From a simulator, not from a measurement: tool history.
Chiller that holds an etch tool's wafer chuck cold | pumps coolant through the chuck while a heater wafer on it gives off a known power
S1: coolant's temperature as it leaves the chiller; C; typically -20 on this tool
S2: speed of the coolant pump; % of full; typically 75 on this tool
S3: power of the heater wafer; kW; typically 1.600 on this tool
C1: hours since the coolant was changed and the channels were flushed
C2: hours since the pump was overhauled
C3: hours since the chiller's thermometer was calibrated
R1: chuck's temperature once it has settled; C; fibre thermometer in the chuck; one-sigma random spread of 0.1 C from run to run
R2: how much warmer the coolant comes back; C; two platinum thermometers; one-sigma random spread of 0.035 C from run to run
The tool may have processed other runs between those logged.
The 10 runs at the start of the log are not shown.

run 11 hour=511.7 | S1=-20 S2=85 S3=1.600 | C1=384 C2=2450 C3=3355 | R1=0.0 R2=5.38
run 12 hour=544.4 | S1=-20 S2=75 S3=1.600 | C1=416 C2=2482 C3=3387 | R1=1.7 R2=6.13
run 13 hour=580.7 | S1=-20 S2=75 S3=1.600 | C1=453 C2=2519 C3=3424 | R1=1.6 R2=6.17
run 14 hour=624.9 | S1=-22 S2=75 S3=1.600 | C1=497 C2=2563 C3=3468 | R1=-0.3 R2=6.18
run 15 hour=662.7 | S1=-22 S2=75 S3=1.600 | C1=534 C2=2601 C3=3506 | R1=-0.3 R2=6.11
run 16 hour=716.9 | S1=-20 S2=75 S3=1.354 | C1=589 C2=2655 C3=3560 | R1=-1.6 R2=5.20
run 17 hour=781.3 | S1=-20 S2=75 S3=1.354 | C1=653 C2=2719 C3=3624 | R1=-1.5 R2=5.20
run 18 hour=844.5 | S1=-18 S2=62 S3=1.221 | C1=716 C2=2783 C3=3688 | R1=1.2 R2=5.76
run 19 hour=896.0 | S1=-18 S2=62 S3=1.221 | C1=768 C2=2834 C3=3739 | R1=0.9 R2=5.66
run 20 hour=945.7 | S1=-28 S2=84 S3=1.214 | C1=818 C2=2884 C3=3789 | R1=-12.8 R2=4.24
run 21 hour=976.3 | S1=-14 S2=72 S3=1.214 | C1=848 C2=2914 C3=3819 | R1=2.9 R2=4.94
run 22 hour=1016.9 | S1=-14 S2=72 S3=1.214 | C1=889 C2=2955 C3=3860 | R1=3.0 R2=4.92
run 23 hour=1059.4 | S1=-14 S2=72 S3=1.214 | C1=931 C2=2997 C3=3902 | R1=3.1 R2=4.95
run 24 hour=1124.3 | S1=-14 S2=72 S3=1.214 | C1=996 C2=3062 C3=3967 | R1=2.9 R2=4.90
run 25 hour=1164.6 | S1=-14 S2=72 S3=1.214 | C1=1036 C2=3103 C3=4008 | R1=3.0 R2=4.92
run 26 hour=1218.6 | S1=-20 S2=75 S3=1.160 | C1=1090 C2=3157 C3=4062 | R1=-4.1 R2=4.50
run 27 hour=1281.7 | S1=-20 S2=75 S3=1.160 | C1=1154 C2=3220 C3=4125 | R1=-4.3 R2=4.54
run 28 hour=1346.8 | S1=-20 S2=62 S3=1.303 | C1=1219 C2=3285 C3=4190 | R1=0.4 R2=6.13
run 29 hour=1378.8 | S1=-26 S2=86 S3=1.066 | C1=1251 C2=3317 C3=4222 | R1=-13.0 R2=3.67
-- hour=1412.3 gauge calibrated
run 30 hour=1439.5 | S1=-20 S2=72 S3=1.000 | C1=1311 C2=3378 C3=4283 | R1=-6.2 R2=3.96
run 31 hour=1478.8 | S1=-14 S2=90 S3=1.000 | C1=1351 C2=3417 C3=4322 | R1=-2.1 R2=3.18
run 32 hour=1524.6 | S1=-14 S2=90 S3=1.000 | C1=1396 C2=3463 C3=4368 | R1=-2.3 R2=3.13

What if the next run were any one of these 4? Each begins from the tool's condition after run 32:
run A hour=1564.2 | S1=-20 S2=75 S3=1.935 | C1=1436 C2=3502 C3=4407 | R1=? R2=?
run B hour=1564.2 | S1=-23 S2=90 S3=1.000 | C1=1436 C2=3502 C3=4407 | R1=? R2=?
run C hour=1564.2 | S1=-20 S2=62 S3=0.994 | C1=1436 C2=3502 C3=4407 | R1=? R2=?
run D hour=1564.2 | S1=-14 S2=90 S3=1.479 | C1=1436 C2=3502 C3=4407 | R1=? R2=?

run=A R1=6.4 R2=7.40
run=B R1=-11.1 R2=3.18
run=C R1=-4.6 R2=4.55
run=D R1=3.7 R2=4.66
Stripped of hidden state, with their random variation kept, the same runs would have yielded:
run=A R1=6.4 R2=7.38
run=B R1=-11.1 R2=3.16
run=C R1=-4.6 R2=4.53
run=D R1=3.7 R2=4.64
